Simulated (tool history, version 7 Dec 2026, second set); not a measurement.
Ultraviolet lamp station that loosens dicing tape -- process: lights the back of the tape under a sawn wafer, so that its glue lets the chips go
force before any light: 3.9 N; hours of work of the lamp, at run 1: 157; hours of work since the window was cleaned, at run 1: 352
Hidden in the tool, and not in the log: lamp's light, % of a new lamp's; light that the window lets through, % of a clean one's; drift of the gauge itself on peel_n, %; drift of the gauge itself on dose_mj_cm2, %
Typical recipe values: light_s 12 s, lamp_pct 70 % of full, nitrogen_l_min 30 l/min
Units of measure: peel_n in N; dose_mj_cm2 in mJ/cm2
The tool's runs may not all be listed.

run	hour	light_s	lamp_pct	nitrogen_l_min	hours of work of the lamp	hours of work since the window was cleaned	peel_n	dose_mj_cm2
1	0.0	12	70	30	157	352	0.924	325
2	6.3	13	70	30	162	356	0.826	341
3	10.4	13	70	30	164	359	0.824	347
4	17.6	13	70	30	169	364	0.844	339
5	23.4	13	70	30	173	368	0.852	343
6	30.7	13	70	30	178	373	0.834	342
7	39.4	12	70	30	184	379	0.922	314
8	46.2	12	70	30	189	384	0.888	318
9	53.7	12	70	30	194	389	0.928	315
10	59.8	12	70	30	199	393	0.937	307
11	65.7	12	70	30	203	397	0.928	310
12	70.0	12	70	30	206	400	0.931	312
13	79.6	12	70	30	212	407	0.943	304
14	88.0	7	70	30	218	413	1.627	184
15	92.4	7	70	30	221	416	1.625	179
16	97.9	12	84	30	225	419	0.767	361
17	105.6	12	84	30	230	425	0.769	364
18	109.9	12	84	30	233	428	0.734	360
19	114.4	12	84	30	236	431	0.768	366
20	120.9	12	99	30	241	435	0.630	424
21	129.7	12	99	30	247	442	0.631	423
# hour 131.0: window cleaned of glue's vapour
22	138.1	12	99	30	252	5	0.692	388
23	142.4	12	99	30	255	8	0.733	388
24	148.0	7	76	17	259	12	2.032	172
25	156.6	12	70	16	265	18	1.472	275
26	162.0	10	67	9	269	21	2.109	214
27	170.9	10	65	54	275	28	1.177	212
28	175.8	14	65	33	278	31	0.964	291
# hour 182.3: window cleaned of glue's vapour, once more
29	184.0	8	81	30	284	1	1.180	251
30	192.8	13	91	14	290	7	0.833	457
31	201.9	13	91	14	296	14	0.889	457
32	210.4	7	87	45	302	19	1.071	232
33	218.7	14	70	12	308	25	1.213	379
34	224.8	14	70	12	312	29	1.154	377
35	230.6	14	70	12	316	33	1.224	373
36	240.6	13	70	30	323	40	0.791	347
37	247.2	13	70	30	327	45	0.797	345
38	254.0	17	96	30	332	50	0.389	611
39	259.9	17	97	14	336	54	0.566	618
40	266.9	17	97	14	341	58	0.596	609
41	274.5	17	97	14	346	64	0.576	613
42	282.5	15	62	10	352	69	1.393	344
43	290.7	15	62	10	358	75	1.397	339
44	300.6	13	70	22	364	82	1.022	334

Branching from run 44: 3 alternative next runs. What would each branch give?
A	307.4	7	95	22	369	86	?	?
B	307.4	11	75	22	369	86	?	?
C	307.4	13	86	22	369	86	?	?

run	peel_n	dose_mj_cm2
A	1.396	241
B	1.108	297
C	0.741	407
Had the tool no hidden state, the same runs would have come out as:
run	peel_n	dose_mj_cm2
A	1.125	298
B	0.862	368
C	0.553	503
